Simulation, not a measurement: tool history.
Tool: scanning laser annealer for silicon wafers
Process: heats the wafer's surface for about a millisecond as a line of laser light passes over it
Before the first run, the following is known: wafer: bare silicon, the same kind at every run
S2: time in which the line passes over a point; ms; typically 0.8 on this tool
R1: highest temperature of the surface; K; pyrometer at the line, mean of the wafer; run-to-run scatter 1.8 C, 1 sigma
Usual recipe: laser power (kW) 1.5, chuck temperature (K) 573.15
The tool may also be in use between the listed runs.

run 1 hour=0 | laser_power_(kW)=1.5 S2=0.8 chuck_temperature_(K)=573.15 | R1=1272.15
run 2 hour=12.8 | laser_power_(kW)=1.5 S2=0.8 chuck_temperature_(K)=573.15 | R1=1270.15
run 3 hour=27.5 | laser_power_(kW)=1.477 S2=0.8 chuck_temperature_(K)=573.15 | R1=1260.15
run 4 hour=41 | laser_power_(kW)=1.5 S2=0.8 chuck_temperature_(K)=573.15 | R1=1270.15
run 5 hour=62.2 | laser_power_(kW)=1.5 S2=0.8 chuck_temperature_(K)=573.15 | R1=1270.15
run 6 hour=75.5 | laser_power_(kW)=1.5 S2=0.8 chuck_temperature_(K)=573.15 | R1=1270.15
run 7 hour=98.7 | laser_power_(kW)=1.5 S2=0.8 chuck_temperature_(K)=573.15 | R1=1269.15
run 8 hour=112 | laser_power_(kW)=1.5 S2=0.8 chuck_temperature_(K)=573.15 | R1=1268.15
-- hour=129.8 optics aligned, line set to its width
run 9 hour=129.9 | laser_power_(kW)=1.5 S2=0.8 chuck_temperature_(K)=573.15 | R1=1281.15
run 10 hour=156.7 | laser_power_(kW)=1.5 S2=0.8 chuck_temperature_(K)=573.15 | R1=1283.15
run 11 hour=170.7 | laser_power_(kW)=1.5 S2=0.8 chuck_temperature_(K)=573.15 | R1=1282.15
run 12 hour=196.5 | laser_power_(kW)=1.5 S2=0.8 chuck_temperature_(K)=573.15 | R1=1280.15
run 13 hour=216.4 | laser_power_(kW)=1.5 S2=0.8 chuck_temperature_(K)=573.15 | R1=1276.15
run 14 hour=236.4 | laser_power_(kW)=1.5 S2=0.8 chuck_temperature_(K)=573.15 | R1=1279.15
run 15 hour=259.9 | laser_power_(kW)=1.554 S2=0.861 chuck_temperature_(K)=573.15 | R1=1326.15
run 16 hour=272.7 | laser_power_(kW)=1.512 S2=0.8 chuck_temperature_(K)=605.15 | R1=1315.15
run 17 hour=294.6 | laser_power_(kW)=1.5 S2=0.8 chuck_temperature_(K)=584.15 | R1=1283.15
run 18 hour=318.2 | laser_power_(kW)=1.567 S2=0.669 chuck_temperature_(K)=556.15 | R1=1232.15
run 19 hour=335.4 | laser_power_(kW)=1.376 S2=0.669 chuck_temperature_(K)=585.15 | R1=1181.15

Run 20 is up next; what results do you expect?
run 20 hour=349.2 | laser_power_(kW)=1.408 S2=0.88 chuck_temperature_(K)=573.15 | R1=?

{"run 20": {"R1": 1268.15}}
On a tool with no hidden condition, and with the same random variation, this run would have come out at R1 1287.15 K.
